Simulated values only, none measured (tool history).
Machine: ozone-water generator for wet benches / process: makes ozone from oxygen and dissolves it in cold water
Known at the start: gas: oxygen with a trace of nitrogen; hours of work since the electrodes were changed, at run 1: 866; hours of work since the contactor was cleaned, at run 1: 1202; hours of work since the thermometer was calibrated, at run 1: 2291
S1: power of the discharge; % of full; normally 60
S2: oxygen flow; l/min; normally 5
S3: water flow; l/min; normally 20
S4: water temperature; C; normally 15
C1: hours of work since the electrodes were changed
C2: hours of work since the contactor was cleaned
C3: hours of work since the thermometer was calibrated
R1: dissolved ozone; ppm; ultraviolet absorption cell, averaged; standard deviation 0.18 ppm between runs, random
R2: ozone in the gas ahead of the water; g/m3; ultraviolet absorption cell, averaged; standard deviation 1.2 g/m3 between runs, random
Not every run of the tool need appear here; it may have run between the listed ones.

run	hour	S1	S2	S3	S4	C1	C2	C3	R1	R2
1	0	60	5	20	15	866	1202	2291	24.1	210.1
2	65.6	60	5	24	15	915	1251	2340	21.2	210.5
3	108.5	60	5	24	15	947	1283	2372	20.7	210
4	136	60	5	24	15	968	1304	2393	21	210.8
5	182.5	72	5	20	15	1003	1339	2428	28.5	243
6	217.7	60	5	20	15	1030	1365	2455	24.6	207.5
7	257	60	5	13	15	1059	1395	2484	33.4	211.2
8	308.4	60	5	13	15	1098	1434	2523	33.5	209
9	341.1	60	5	13	15	1122	1458	2547	32.6	211.2
10	373.6	60	5	20	15	1147	1483	2572	24.3	208.8
11	411	60	5	20	15	1175	1511	2600	24.5	209.4
12	465.5	60	5	20	15	1216	1552	2641	24.4	210
13	503.1	60	5	20	15	1244	1580	2669	24.3	210.5
14	567.7	60	4.29	20	15	1293	1628	2718	24.3	228.9
15	618.7	60	4.29	20	15	1331	1667	2756	24.2	229
16	649.3	60	4.29	20	15	1354	1690	2779	24.3	227.7
17	696.2	60	5.28	20	15	1389	1725	2814	24	204.9
18	755.1	62	5.28	27	15	1434	1769	2859	19.6	209
19	814.6	62	2.86	30	18	1478	1814	2903	15.7	299.5
20	850.3	91	3.59	14	12	1505	1841	2930	47.1	357.4
21	898.5	91	3.59	14	12	1541	1877	2967	46.5	353.7
22	931.7	60	3.95	15	17	1566	1902	2991	29.5	239.8
23	972.3	98	5.32	31	21	1597	1933	3022	23.6	306.1
24	1011.7	58	5.74	25	15	1627	1962	3052	19.5	187.9

For run 25, what comes out?
25	1053.5	58	5.74	25	15	1658	1994	3083	?	?

{"run 25": {"R1": 19.7, "R2": 188.1}}
The same run, on a tool lacking any hidden state, would have yielded R1 19.7 ppm, R2 188.2 g/m3.
